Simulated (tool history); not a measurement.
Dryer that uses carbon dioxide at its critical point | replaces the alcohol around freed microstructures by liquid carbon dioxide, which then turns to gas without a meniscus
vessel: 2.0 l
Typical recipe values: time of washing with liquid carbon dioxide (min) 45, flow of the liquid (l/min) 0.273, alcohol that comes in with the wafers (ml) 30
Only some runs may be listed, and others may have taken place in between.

| run | day | time of washing with liquid carbon dioxide (min) | flow of the liquid (l/min) | alcohol that comes in with the wafers (ml) | alcohol left in the vessel before it's heated (ppm by volume) |
|---|---|---|---|---|---|
| 1 | 0.000 | 45 | 0.273 | 30 | 173 |
| 2 | 1.942 | 45 | 0.273 | 51 | 267 |
| 3 | 3.208 | 35 | 0.273 | 30 | 434 |
| 4 | 4.775 | 35 | 0.273 | 30 | 425 |
| 5 | 5.942 | 35 | 0.273 | 30 | 438 |
|  | 6.800 | inlet filter changed |
| 6 | 7.492 | 45 | 0.190 | 30 | 557 |
| 7 | 8.804 | 45 | 0.190 | 35 | 649 |
| 8 | 10.867 | 45 | 0.190 | 35 | 697 |
| 9 | 12.796 | 45 | 0.273 | 30 | 187 |
| 10 | 14.971 | 45 | 0.273 | 30 | 198 |
| 11 | 17.225 | 45 | 0.273 | 30 | 205 |
| 12 | 19.212 | 45 | 0.273 | 30 | 216 |
| 13 | 20.721 | 45 | 0.273 | 30 | 229 |
| 14 | 23.558 | 45 | 0.273 | 30 | 229 |
| 15 | 26.079 | 45 | 0.273 | 30 | 248 |
| 16 | 28.371 | 45 | 0.273 | 30 | 256 |
| 17 | 29.917 | 45 | 0.273 | 30 | 256 |
| 18 | 32.742 | 45 | 0.273 | 30 | 262 |
| 19 | 33.954 | 45 | 0.273 | 30 | 277 |
| 20 | 35.746 | 45 | 0.273 | 30 | 292 |
| 21 | 37.271 | 45 | 0.387 | 30 | 186 |
| 22 | 39.212 | 45 | 0.273 | 30 | 298 |
|  | 40.479 | inlet filter changed |
| 23 | 40.696 | 45 | 0.273 | 30 | 281 |
| 24 | 42.258 | 45 | 0.273 | 30 | 266 |
| 25 | 43.762 | 56 | 0.183 | 95 | 1004 |
| 26 | 45.096 | 45 | 0.165 | 117 | 3295 |
| 27 | 47.125 | 45 | 0.165 | 117 | 3369 |
| 28 | 48.625 | 64 | 0.353 | 37 | 196 |
| 29 | 50.692 | 64 | 0.353 | 37 | 195 |
| 30 | 53.442 | 29 | 0.452 | 72 | 376 |
| 31 | 56.183 | 33 | 0.400 | 30 | 292 |
| 32 | 57.512 | 33 | 0.400 | 30 | 284 |
| 33 | 58.804 | 33 | 0.400 | 30 | 283 |
| 34 | 59.946 | 48 | 0.229 | 94 | 873 |
| 35 | 61.508 | 48 | 0.229 | 94 | 882 |
|  | 62.083 | purifier's bed changed |
| 36 | 63.517 | 42 | 0.225 | 30 | 382 |
| 37 | 64.942 | 51 | 0.175 | 33 | 577 |
| 38 | 67.646 | 45 | 0.182 | 30 | 693 |
| 39 | 70.050 | 45 | 0.273 | 24 | 116 |
| 40 | 71.438 | 45 | 0.273 | 39 | 201 |
| 41 | 74.050 | 45 | 0.168 | 40 | 1282 |
|  | 74.242 | inlet filter changed |
| 42 | 76.417 | 36 | 0.273 | 71 | 705 |
| 43 | 78.938 | 27 | 0.403 | 46 | 310 |
| 44 | 81.346 | 27 | 0.403 | 46 | 324 |
| 45 | 83.546 | 27 | 0.403 | 46 | 314 |
| 46 | 85.275 | 44 | 0.171 | 30 | 895 |
| 47 | 87.800 | 52 | 0.289 | 23 | 121 |

Each row is a separate what-if for the run after 47, all from the same tool condition, not one after another. Results?
| A | 90.008 | 54 | 0.342 | 62 | ? |
| B | 90.008 | 28 | 0.239 | 30 | ? |
| C | 90.008 | 55 | 0.289 | 70 | ? |

| run | alcohol left in the vessel before it's heated (ppm by volume) |
|---|---|
| A | 117 |
| B | 1194 |
| C | 156 |
Without the tool's hidden state the same runs would have given:
| run | alcohol left in the vessel before it's heated (ppm by volume) |
|---|---|
| A | 23 |
| B | 1005 |
| C | 57 |
